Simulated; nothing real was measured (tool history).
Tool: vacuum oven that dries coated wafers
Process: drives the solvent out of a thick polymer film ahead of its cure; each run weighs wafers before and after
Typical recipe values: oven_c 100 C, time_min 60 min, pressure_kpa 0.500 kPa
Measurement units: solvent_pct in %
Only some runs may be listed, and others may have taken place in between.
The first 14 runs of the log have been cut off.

run,hour,oven_c,time_min,pressure_kpa,hours of work since the thermocouples were calibrated,hours of work since the vacuum gauge was cleaned of residue,solvent_pct
15,328.0,100,60,0.500,710,792,4.91
16,353.3,100,60,0.500,727,810,4.99
17,374.5,100,60,0.500,741,824,4.76
18,403.7,100,60,0.500,761,844,4.91
19,420.5,86,60,0.500,773,855,9.74
20,439.0,110,60,0.500,785,868,1.93
21,467.0,100,60,0.500,804,887,4.89
22,496.4,100,60,0.500,824,907,4.79
23,513.0,100,60,0.500,836,919,4.94
24,533.3,100,60,0.500,850,932,4.92
25,554.8,95,105,1.310,864,947,3.95
26,575.5,95,105,1.310,878,961,4.02
27,591.1,95,105,1.310,889,972,3.99
28,613.2,101,68,0.500,904,987,3.78

Expected results for the next run?
29,640.7,100,55,0.500,923,1006,?

Run 29 yielded solvent_pct 5.46 %.
The same run, on a tool lacking any hidden state, would have yielded solvent_pct 5.41 %.
